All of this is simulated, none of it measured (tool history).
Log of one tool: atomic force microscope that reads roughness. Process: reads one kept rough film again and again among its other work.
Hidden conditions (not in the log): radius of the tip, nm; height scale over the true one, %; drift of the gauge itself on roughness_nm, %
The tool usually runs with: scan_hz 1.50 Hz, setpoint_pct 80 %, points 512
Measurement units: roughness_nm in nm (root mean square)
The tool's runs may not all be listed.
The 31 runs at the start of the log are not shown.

| run | hour | scan_hz | setpoint_pct | points | pictures with this tip | hours of work since the height scale was calibrated | roughness_nm |
|---|---|---|---|---|---|---|---|
| 32 | 1483.8 | 2.23 | 70 | 581 | 85 | 2057 | 3.813 |
|  | 1491.7 | new tip fitted |
| 33 | 1525.6 | 1.67 | 85 | 512 | 50 | 2084 | 3.597 |
|  | 1554.5 | new tip fitted |
| 34 | 1554.5 | 1.54 | 80 | 512 | 0 | 2102 | 3.789 |
| 35 | 1585.2 | 1.54 | 80 | 512 | 45 | 2123 | 3.762 |
|  | 1619.2 | new tip fitted |
|  | 1650.2 | height scale calibrated on a step standard |
| 36 | 1652.5 | 0.54 | 56 | 512 | 48 | 1 | 4.106 |
|  | 1684.9 | new tip fitted |
| 37 | 1712.1 | 0.73 | 56 | 264 | 40 | 40 | 4.085 |
|  | 1748.2 | new tip fitted |
| 38 | 1765.7 | 3.69 | 56 | 434 | 26 | 75 | 3.927 |
|  | 1813.5 | new tip fitted |
| 39 | 1831.5 | 0.95 | 80 | 445 | 27 | 118 | 3.893 |
| 40 | 1871.1 | 0.95 | 80 | 445 | 86 | 144 | 3.873 |
|  | 1876.1 | new tip fitted |
| 41 | 1919.9 | 0.95 | 80 | 445 | 65 | 176 | 3.890 |
|  | 1941.9 | new tip fitted |
| 42 | 1961.5 | 1.78 | 80 | 707 | 30 | 203 | 3.706 |
| 43 | 1993.2 | 3.29 | 80 | 967 | 77 | 224 | 3.390 |
|  | 2008.6 | new tip fitted |
| 44 | 2033.9 | 1.63 | 80 | 428 | 37 | 250 | 3.731 |
|  | 2073.3 | new tip fitted |
| 45 | 2084.0 | 1.63 | 80 | 428 | 16 | 282 | 3.735 |
|  | 2138.2 | new tip fitted |
| 46 | 2138.2 | 1.50 | 86 | 550 | 0 | 318 | 3.647 |
| 47 | 2191.5 | 1.12 | 85 | 846 | 79 | 353 | 3.812 |

5 options for the next run, each taken on its own from the tool as it stands now. Forecast them:
|  | 2203.1 | new tip fitted |
| A | 2244.1 | 1.50 | 64 | 292 | 61 | 387 | ? |
|  | 2203.1 | new tip fitted |
| B | 2244.1 | 1.64 | 88 | 512 | 61 | 387 | ? |
|  | 2203.1 | new tip fitted |
| C | 2244.1 | 1.12 | 85 | 290 | 61 | 387 | ? |
|  | 2203.1 | new tip fitted |
| D | 2244.1 | 1.38 | 58 | 869 | 61 | 387 | ? |
|  | 2203.1 | new tip fitted |
| E | 2244.1 | 1.50 | 55 | 292 | 61 | 387 | ? |

| run | roughness_nm |
|---|---|
| A | 3.960 |
| B | 3.556 |
| C | 3.779 |
| D | 4.011 |
| E | 4.038 |
Take away the tool's hidden state, keep each run's random variation, and the runs would have read:
| run | roughness_nm |
|---|---|
| A | 3.966 |
| B | 3.561 |
| C | 3.784 |
| D | 4.016 |
| E | 4.044 |

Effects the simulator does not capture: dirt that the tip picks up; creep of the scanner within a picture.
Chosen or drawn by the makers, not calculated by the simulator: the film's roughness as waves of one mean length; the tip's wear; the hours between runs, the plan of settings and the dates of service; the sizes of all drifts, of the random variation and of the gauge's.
